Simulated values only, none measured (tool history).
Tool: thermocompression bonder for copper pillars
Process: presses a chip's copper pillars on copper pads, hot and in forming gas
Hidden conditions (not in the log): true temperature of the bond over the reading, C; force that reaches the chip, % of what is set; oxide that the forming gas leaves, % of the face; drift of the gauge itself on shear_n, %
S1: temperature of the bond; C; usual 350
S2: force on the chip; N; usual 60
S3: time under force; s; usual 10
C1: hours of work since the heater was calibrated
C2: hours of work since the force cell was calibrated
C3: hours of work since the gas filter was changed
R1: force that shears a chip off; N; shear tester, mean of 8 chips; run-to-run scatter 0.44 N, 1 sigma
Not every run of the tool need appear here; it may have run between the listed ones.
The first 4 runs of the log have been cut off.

run	day	S1	S2	S3	C1	C2	C3	R1
# day 7.317: forming gas filter changed
5	10.058	350	60	10	277	198	39	95.7
6	13.325	350	60	10	324	245	86	96.1
7	15.533	350	60	10	356	276	118	95.5
8	17.679	350	60	10	386	307	148	95.8
# day 18.45: forming gas filter changed
9	20.142	350	60	10	421	342	24	96.7
10	21.575	350	60	10	442	363	45	95.7
11	23.612	350	60	10	471	392	74	95.8
12	25.842	350	60	10	503	424	106	96.4
13	28.996	350	48	10	548	469	151	87.3
# day 29.55: forming gas filter changed
14	31.167	350	60	10	579	500	23	96.2
15	33.883	350	60	10	618	538	62	97.5
16	37.071	350	60	10	663	584	108	97.4
17	40.279	350	60	10	709	630	154	97.2
# day 40.862: forming gas filter changed
18	42.425	350	60	10	740	660	22	95.9
19	45.554	350	60	10	784	705	67	97.2
# day 46.067: force cell calibrated
20	48.721	350	60	10	829	38	112	96.6
21	51.504	350	42	8	869	78	151	76.3
# day 52.033: forming gas filter changed
22	53.433	350	42	8	896	105	20	77.9
23	54.775	374	52	10	915	124	39	105.5
24	56.333	374	52	10	938	147	62	105.8
25	59.4	374	52	10	982	191	105	105.5
26	62.662	358	43	6	1028	237	152	74.9
# day 62.958: heater calibrated with a thermocouple chip
# day 63.283: forming gas filter changed
27	64.192	359	50	13	17	258	13	102.2
28	66.233	350	60	9	47	287	42	94.4
29	67.721	375	42	6	68	308	64	83.6

Predict the results of run 30:
30	69.783	323	41	10	97	338	93	?

R1: 65.9 N
If the tool had no hidden condition, the same run with the same run-to-run variation would have returned R1 64.5 N.
